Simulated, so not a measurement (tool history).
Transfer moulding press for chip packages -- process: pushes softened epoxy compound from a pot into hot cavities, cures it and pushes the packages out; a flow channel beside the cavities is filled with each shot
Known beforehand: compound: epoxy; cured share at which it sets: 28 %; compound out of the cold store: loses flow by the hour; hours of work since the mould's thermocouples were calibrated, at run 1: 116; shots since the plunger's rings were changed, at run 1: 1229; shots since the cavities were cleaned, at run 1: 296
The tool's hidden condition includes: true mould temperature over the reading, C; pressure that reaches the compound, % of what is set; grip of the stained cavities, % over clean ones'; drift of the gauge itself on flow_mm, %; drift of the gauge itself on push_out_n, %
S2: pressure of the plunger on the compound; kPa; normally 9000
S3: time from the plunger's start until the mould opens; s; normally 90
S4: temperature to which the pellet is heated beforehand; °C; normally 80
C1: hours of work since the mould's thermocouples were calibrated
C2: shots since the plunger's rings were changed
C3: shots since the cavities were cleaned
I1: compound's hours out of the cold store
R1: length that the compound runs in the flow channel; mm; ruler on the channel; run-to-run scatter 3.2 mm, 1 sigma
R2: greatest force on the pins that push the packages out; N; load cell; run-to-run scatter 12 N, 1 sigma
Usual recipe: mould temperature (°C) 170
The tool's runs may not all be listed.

Run 1, hour 0: usual settings; C1 116; C2 1229; C3 296; I1 8. Result: R1 619 mm, R2 794 N.
Run 2, hour 16.4: usual settings but mould temperature (°C) 167; C1 126; C2 1439; C3 506; I1 20.2. Result: R1 583 mm, R2 1058 N.
Run 3, hour 34.9: usual settings but mould temperature (°C) 167; C1 137; C2 1676; C3 743; I1 33.1. Result: R1 537 mm, R2 1057 N.
Run 4, hour 47.9: usual settings but mould temperature (°C) 167, S4 72 °C; C1 145; C2 1842; C3 909; I1 15.9. Result: R1 603 mm, R2 1183 N.
At hour 53.2: cavities cleaned with cleaning compound and waxed.
Run 5, hour 61.7: usual settings but mould temperature (°C) 167, S4 72 °C; C1 153; C2 1999; C3 108; I1 37. Result: R1 523 mm, R2 832 N.
Run 6, hour 83.3: usual settings but mould temperature (°C) 167, S4 72 °C; C1 166; C2 2276; C3 385; I1 25.9. Result: R1 561 mm, R2 1016 N.
Run 7, hour 101.4: usual settings; C1 177; C2 2507; C3 616; I1 8.6. Result: R1 614 mm, R2 916 N.
Run 8, hour 125.7: usual settings; C1 193; C2 2819; C3 928; I1 36.1. Result: R1 508 mm, R2 864 N.
At hour 129.5: cavities cleaned with cleaning compound and waxed.
Run 9, hour 144.5: usual settings; C1 203; C2 3040; C3 192; I1 29.7. Result: R1 527 mm, R2 678 N.
Run 10, hour 165.1: usual settings; C1 216; C2 3304; C3 456; I1 19.7. Result: R1 561 mm, R2 824 N.
At hour 192.5: plunger's sealing rings changed.
Run 11, hour 192.5: usual settings; C1 231; C2 0; C3 774; I1 45.5. Result: R1 502 mm, R2 808 N.
At hour 206.5: cavities cleaned with cleaning compound and waxed.
Run 12, hour 213.3: usual settings; C1 243; C2 247; C3 87; I1 46.1. Result: R1 499 mm, R2 626 N.
Run 13, hour 237.4: usual settings but mould temperature (°C) 168; C1 258; C2 556; C3 396; I1 35.8. Result: R1 534 mm, R2 867 N.
Run 14, hour 251.6: usual settings but mould temperature (°C) 167; C1 267; C2 738; C3 578; I1 23.2. Result: R1 579 mm, R2 1094 N.
Run 15, hour 273.2: usual settings but S2 7700 kPa, S4 88 °C; C1 280; C2 1015; C3 855; I1 12.3. Result: R1 563 mm, R2 940 N.
At hour 282.3: cavities cleaned with cleaning compound and waxed.
Run 16, hour 296.1: usual settings but S3 88 s, S4 78 °C; C1 294; C2 1288; C3 177; I1 16.1. Result: R1 594 mm, R2 744 N.
Run 17, hour 309.3: usual settings but mould temperature (°C) 172, S2 10170 kPa, S3 88 s, S4 78 °C; C1 302; C2 1457; C3 346; I1 41.9. Result: R1 526 mm, R2 685 N.
Run 18, hour 334.5: usual settings but mould temperature (°C) 176, S2 10170 kPa, S3 88 s, S4 75 °C; C1 317; C2 1779; C3 668; I1 28.2. Result: R1 571 mm, R2 623 N.
Run 19, hour 347.5: usual settings but mould temperature (°C) 178, S2 8620 kPa, S3 102 s, S4 72 °C; C1 325; C2 1946; C3 835; I1 26.7. Result: R1 522 mm, R2 561 N.
At hour 357: cavities cleaned with cleaning compound and waxed.
Run 20, hour 369.1: usual settings but S3 100 s; C1 338; C2 2203; C3 154; I1 17.7. Result: R1 577 mm, R2 586 N.
Run 21, hour 385.2: usual settings but S2 8950 kPa, S3 79 s; C1 348; C2 2409; C3 360; I1 42.6. Result: R1 499 mm, R2 986 N.
Run 22, hour 408.4: usual settings but mould temperature (°C) 163, S3 76 s; C1 362; C2 2706; C3 657; I1 34.5. Result: R1 541 mm, R2 2019 N.
Run 23, hour 427: usual settings but S2 9080 kPa, S3 99 s; C1 373; C2 2944; C3 895; I1 20.6. Result: R1 570 mm, R2 749 N.
At hour 433.4: cavities cleaned with cleaning compound and waxed.
Run 24, hour 445.1: usual settings but mould temperature (°C) 171, S3 95 s; C1 384; C2 3157; C3 150; I1 13.3. Result: R1 585 mm, R2 586 N.
Run 25, hour 462.8: usual settings but mould temperature (°C) 171, S3 95 s; C1 395; C2 3384; C3 377; I1 33.1. Result: R1 515 mm, R2 607 N.
At hour 484.8: plunger's sealing rings changed.
Run 26, hour 484.8: usual settings but S4 78 °C; C1 407; C2 0; C3 625; I1 28.4. Result: R1 560 mm, R2 867 N.
Run 27, hour 502.5: usual settings but mould temperature (°C) 174, S2 8880 kPa, S4 78 °C; C1 418; C2 228; C3 853; I1 42.1. Result: R1 496 mm, R2 672 N.
At hour 510.7: cavities cleaned with cleaning compound and waxed.
Run 28, hour 520.5: usual settings but mould temperature (°C) 176, S2 7350 kPa, S3 78 s, S4 77 °C; C1 428; C2 438; C3 124; I1 27.7. Result: R1 487 mm, R2 613 N.

Here are 4 independent what-if runs from the current tool condition. What would each one return?
Run A, hour 545.3: usual settings but mould temperature (°C) 176, S2 7350 kPa, S3 78 s, S4 81 °C; C1 443; C2 757; C3 443; I1 43.7. Result: R1 ?, R2 ?.
Run B, hour 545.3: usual settings but mould temperature (°C) 171, S3 89 s, S4 75 °C; C1 443; C2 757; C3 443; I1 32.3. Result: R1 ?, R2 ?.
Run C, hour 545.3: usual settings but mould temperature (°C) 176, S2 8410 kPa, S3 83 s, S4 77 °C; C1 443; C2 757; C3 443; I1 19.9. Result: R1 ?, R2 ?.
Run D, hour 545.3: usual settings but mould temperature (°C) 174, S2 7350 kPa, S3 73 s; C1 443; C2 757; C3 443; I1 27.8. Result: R1 ?, R2 ?.

run   R1    R2
  A  442   685
  B  540   791
  C  550   664
  D  490  1008
Take away the tool's hidden state, keep each run's random variation, and the runs would have read:
run   R1   R2
  A  447  514
  B  547  595
  C  557  500
  D  496  756

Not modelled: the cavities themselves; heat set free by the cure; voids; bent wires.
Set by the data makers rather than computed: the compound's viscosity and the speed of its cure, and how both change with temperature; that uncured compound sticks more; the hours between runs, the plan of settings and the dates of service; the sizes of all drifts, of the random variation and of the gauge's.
